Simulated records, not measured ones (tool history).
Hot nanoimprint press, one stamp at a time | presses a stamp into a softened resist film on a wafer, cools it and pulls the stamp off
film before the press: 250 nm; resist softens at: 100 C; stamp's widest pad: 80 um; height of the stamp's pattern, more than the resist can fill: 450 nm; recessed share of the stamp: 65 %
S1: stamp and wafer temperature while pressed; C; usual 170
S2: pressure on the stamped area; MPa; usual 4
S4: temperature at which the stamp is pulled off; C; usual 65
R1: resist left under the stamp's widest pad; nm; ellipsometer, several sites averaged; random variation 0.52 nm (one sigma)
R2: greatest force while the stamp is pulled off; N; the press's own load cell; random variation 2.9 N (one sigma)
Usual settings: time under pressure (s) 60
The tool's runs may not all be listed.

Run 1, hour 0: usual settings. Result: R1 133.7 nm, R2 203 N.
Run 2, hour 79.4: usual settings. Result: R1 134.4 nm, R2 198 N.
At hour 123.4: stamp cleaned and given a new release coat.
At hour 154.5: press's hydraulic seals changed and the load cell set to zero.
Run 3, hour 159.1: usual settings but time under pressure (s) 45. Result: R1 145.8 nm, R2 200 N.
Run 4, hour 236.1: usual settings but S4 69 C. Result: R1 132.8 nm, R2 183 N.
Run 5, hour 278.2: usual settings but S1 169 C. Result: R1 136.8 nm, R2 200 N.
At hour 300.5: stamp cleaned and given a new release coat.
Run 6, hour 328.6: usual settings. Result: R1 134.5 nm, R2 197 N.
Run 7, hour 393.6: usual settings. Result: R1 133.4 nm, R2 201 N.
At hour 466.8: stamp cleaned and given a new release coat.
Run 8, hour 486.7: usual settings. Result: R1 133.8 nm, R2 200 N.
At hour 558.5: plate thermocouple calibrated.
Run 9, hour 572: usual settings but time under pressure (s) 97. Result: R1 113.2 nm, R2 200 N.
At hour 637.5: stamp cleaned and given a new release coat.
Run 10, hour 640.4: usual settings but time under pressure (s) 97. Result: R1 113.5 nm, R2 199 N.
Run 11, hour 718.4: usual settings but time under pressure (s) 97. Result: R1 113.7 nm, R2 195 N.
Run 12, hour 781.1: usual settings but S1 171 C, S2 2.95 MPa, S4 60 C. Result: R1 148.7 nm, R2 214 N.
At hour 806.9: stamp cleaned and given a new release coat.
Run 13, hour 862.9: usual settings but S1 172 C, S2 3.75 MPa, time under pressure (s) 87, S4 54 C. Result: R1 116.1 nm, R2 236 N.
Run 14, hour 930.3: usual settings but S1 172 C, S2 3.75 MPa, time under pressure (s) 87, S4 54 C. Result: R1 115.3 nm, R2 242 N.
At hour 971: stamp cleaned and given a new release coat.
Run 15, hour 995.4: usual settings but S1 175 C, S2 3.75 MPa, time under pressure (s) 82, S4 54 C. Result: R1 108.5 nm, R2 242 N.
Run 16, hour 1040.7: usual settings but S1 165 C, S2 3.85 MPa, time under pressure (s) 69, S4 59 C. Result: R1 149 nm, R2 222 N.
Run 17, hour 1078.3: usual settings but S1 180 C. Result: R1 102.6 nm, R2 202 N.
At hour 1135.1: stamp cleaned and given a new release coat.
Run 18, hour 1154.6: usual settings but S1 180 C. Result: R1 103 nm, R2 202 N.
Run 19, hour 1215.9: usual settings but S1 171 C, S2 4.41 MPa, time under pressure (s) 57, S4 54 C. Result: R1 126 nm, R2 234 N.
At hour 1298.5: stamp cleaned and given a new release coat.
Run 20, hour 1298.5: usual settings but S1 171 C, S2 4.41 MPa, time under pressure (s) 57, S4 54 C. Result: R1 127 nm, R2 237 N.
Run 21, hour 1362.3: usual settings but S2 5.68 MPa, time under pressure (s) 87. Result: R1 98.9 nm, R2 194 N.

Forecast each of these 4 alternatives for the next run:
Run A, hour 1447.7: usual settings but S2 4.08 MPa, time under pressure (s) 115. Result: R1 ?, R2 ?.
Run B, hour 1447.7: usual settings but S1 162 C, S2 4.49 MPa. Result: R1 ?, R2 ?.
Run C, hour 1447.7: usual settings but S1 162 C, S2 3.59 MPa, time under pressure (s) 84. Result: R1 ?, R2 ?.
Run D, hour 1447.7: usual settings but S2 5.68 MPa, time under pressure (s) 66, S4 68 C. Result: R1 ?, R2 ?.

run     R1   R2
  A  104.9  201
  B  158.6  199
  C  155.3  197
  D  110.3  190
Without the tool's hidden state the same runs would have given:
run     R1   R2
  A    105  200
  B  158.7  198
  C  155.5  196
  D  110.4  190
